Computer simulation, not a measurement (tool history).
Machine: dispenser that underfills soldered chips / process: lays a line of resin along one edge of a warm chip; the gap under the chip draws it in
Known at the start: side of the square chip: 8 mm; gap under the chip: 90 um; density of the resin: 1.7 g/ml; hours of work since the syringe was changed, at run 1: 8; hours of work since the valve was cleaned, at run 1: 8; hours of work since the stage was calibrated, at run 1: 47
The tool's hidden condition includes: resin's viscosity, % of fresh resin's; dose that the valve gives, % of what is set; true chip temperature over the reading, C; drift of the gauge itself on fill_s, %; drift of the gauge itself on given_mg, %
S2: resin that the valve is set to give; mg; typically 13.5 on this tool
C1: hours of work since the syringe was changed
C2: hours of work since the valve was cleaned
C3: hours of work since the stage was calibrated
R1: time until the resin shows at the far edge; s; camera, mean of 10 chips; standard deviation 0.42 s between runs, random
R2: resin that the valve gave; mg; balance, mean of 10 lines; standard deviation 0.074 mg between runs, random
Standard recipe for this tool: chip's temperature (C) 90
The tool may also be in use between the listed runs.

run 1 hour=0 | chip's_temperature_(C)=90 S2=13.5 | C1=8 C2=8 C3=47 | R1=44.4 R2=13.4
run 2 hour=2.7 | chip's_temperature_(C)=90 S2=13.5 | C1=9 C2=9 C3=49 | R1=47.8 R2=13.28
run 3 hour=5.3 | chip's_temperature_(C)=83 S2=13.5 | C1=11 C2=11 C3=51 | R1=69.3 R2=13.39
-- hour=6.3 new syringe of resin
run 4 hour=8 | chip's_temperature_(C)=83 S2=13.5 | C1=1 C2=13 C3=52 | R1=41.2 R2=13.38
run 5 hour=12.4 | chip's_temperature_(C)=83 S2=13.5 | C1=4 C2=16 C3=55 | R1=46.7 R2=13.25
run 6 hour=16.1 | chip's_temperature_(C)=83 S2=13.5 | C1=6 C2=18 C3=58 | R1=52.5 R2=13.33
run 7 hour=20.1 | chip's_temperature_(C)=83 S2=13.5 | C1=9 C2=21 C3=60 | R1=61.3 R2=13.31
-- hour=24.6 new syringe of resin
run 8 hour=24.6 | chip's_temperature_(C)=103 S2=13.5 | C1=0 C2=23 C3=63 | R1=18.4 R2=13.3
run 9 hour=28.3 | chip's_temperature_(C)=103 S2=13.5 | C1=2 C2=26 C3=65 | R1=20.8 R2=13.31
run 10 hour=33.8 | chip's_temperature_(C)=103 S2=13.5 | C1=6 C2=29 C3=69 | R1=24.5 R2=13.25
run 11 hour=36.2 | chip's_temperature_(C)=90 S2=13.5 | C1=7 C2=31 C3=70 | R1=43.5 R2=13.14
run 12 hour=41.7 | chip's_temperature_(C)=90 S2=13.5 | C1=11 C2=34 C3=74 | R1=51.9 R2=13
-- hour=43.2 new syringe of resin
run 13 hour=46.3 | chip's_temperature_(C)=90 S2=13.5 | C1=2 C2=37 C3=77 | R1=32 R2=13.15
run 14 hour=51.7 | chip's_temperature_(C)=90 S2=13.5 | C1=5 C2=41 C3=80 | R1=38.4 R2=13.01
run 15 hour=56 | chip's_temperature_(C)=90 S2=13.5 | C1=8 C2=43 C3=83 | R1=44.4 R2=13.11
run 16 hour=61.1 | chip's_temperature_(C)=94 S2=13.5 | C1=12 C2=47 C3=86 | R1=42.5 R2=13.1
-- hour=61.9 new syringe of resin
run 17 hour=64.8 | chip's_temperature_(C)=79 S2=13.5 | C1=2 C2=49 C3=89 | R1=51.8 R2=13.04
run 18 hour=69.5 | chip's_temperature_(C)=79 S2=13.5 | C1=5 C2=52 C3=92 | R1=58.6 R2=12.96
run 19 hour=72.3 | chip's_temperature_(C)=79 S2=13.5 | C1=7 C2=54 C3=93 | R1=64.4 R2=13.02
run 20 hour=77 | chip's_temperature_(C)=96 S2=13.7 | C1=10 C2=57 C3=96 | R1=37.7 R2=13.04
-- hour=80.3 new syringe of resin
run 21 hour=82.4 | chip's_temperature_(C)=96 S2=13.7 | C1=1 C2=60 C3=100 | R1=25.4 R2=13.06
run 22 hour=86.3 | chip's_temperature_(C)=92 S2=12.3 | C1=4 C2=63 C3=102 | R1=34.5 R2=11.58
run 23 hour=88.9 | chip's_temperature_(C)=95 S2=13.3 | C1=6 C2=64 C3=104 | R1=32.6 R2=12.58
run 24 hour=93.5 | chip's_temperature_(C)=91 S2=13.9 | C1=9 C2=67 C3=107 | R1=44.2 R2=13.12
-- hour=98.6 new syringe of resin
run 25 hour=98.6 | chip's_temperature_(C)=87 S2=13.7 | C1=0 C2=70 C3=110 | R1=33.6 R2=12.96
run 26 hour=101.9 | chip's_temperature_(C)=90 S2=12 | C1=2 C2=73 C3=112 | R1=34.5 R2=11.36
run 27 hour=104.9 | chip's_temperature_(C)=90 S2=12 | C1=4 C2=74 C3=114 | R1=37.7 R2=11.26
-- hour=108.2 dispensing valve cleaned and set on the balance
run 28 hour=109.7 | chip's_temperature_(C)=90 S2=12 | C1=7 C2=1 C3=117 | R1=41.2 R2=11.91
run 29 hour=112 | chip's_temperature_(C)=95 S2=13.6 | C1=8 C2=2 C3=118 | R1=35.5 R2=13.57
run 30 hour=116.8 | chip's_temperature_(C)=78 S2=12.7 | C1=11 C2=6 C3=121 | R1=84.1 R2=12.71
-- hour=118.1 new syringe of resin
run 31 hour=122.3 | chip's_temperature_(C)=78 S2=12.7 | C1=3 C2=9 C3=124 | R1=55.7 R2=12.68
run 32 hour=125.5 | chip's_temperature_(C)=78 S2=12.7 | C1=5 C2=11 C3=127 | R1=60.9 R2=12.72
run 33 hour=131.1 | chip's_temperature_(C)=78 S2=12.7 | C1=8 C2=15 C3=130 | R1=72.3 R2=12.54
run 34 hour=133.6 | chip's_temperature_(C)=105 S2=15.6 | C1=10 C2=16 C3=132 | R1=25.5 R2=15.33
-- hour=136.4 new syringe of resin
run 35 hour=139.4 | chip's_temperature_(C)=85 S2=15.4 | C1=2 C2=20 C3=135 | R1=37.7 R2=15.12
run 36 hour=145 | chip's_temperature_(C)=86 S2=15.4 | C1=6 C2=23 C3=139 | R1=44.1 R2=15.11
run 37 hour=150 | chip's_temperature_(C)=91 S2=11.5 | C1=9 C2=27 C3=142 | R1=44.4 R2=11.35

Predict each of these 4 candidate next runs independently; none follows another, all start after run 37:
run A hour=154.1 | chip's_temperature_(C)=90 S2=13.2 | C1=11 C2=29 C3=145 | R1=? R2=?
run B hour=154.1 | chip's_temperature_(C)=96 S2=14.2 | C1=11 C2=29 C3=145 | R1=? R2=?
run C hour=154.1 | chip's_temperature_(C)=96 S2=11.5 | C1=11 C2=29 C3=145 | R1=? R2=?
run D hour=154.1 | chip's_temperature_(C)=87 S2=11.5 | C1=11 C2=29 C3=145 | R1=? R2=?

run=A R1=49.3 R2=12.86
run=B R1=40.3 R2=13.93
run=C R1=41.9 R2=11.28
run=D R1=59.6 R2=11.24
With no hidden state in the tool, these same runs would have given:
run=A R1=29.4 R2=13.14
run=B R1=24.1 R2=14.23
run=C R1=24.7 R2=11.52
run=D R1=35.3 R2=11.48
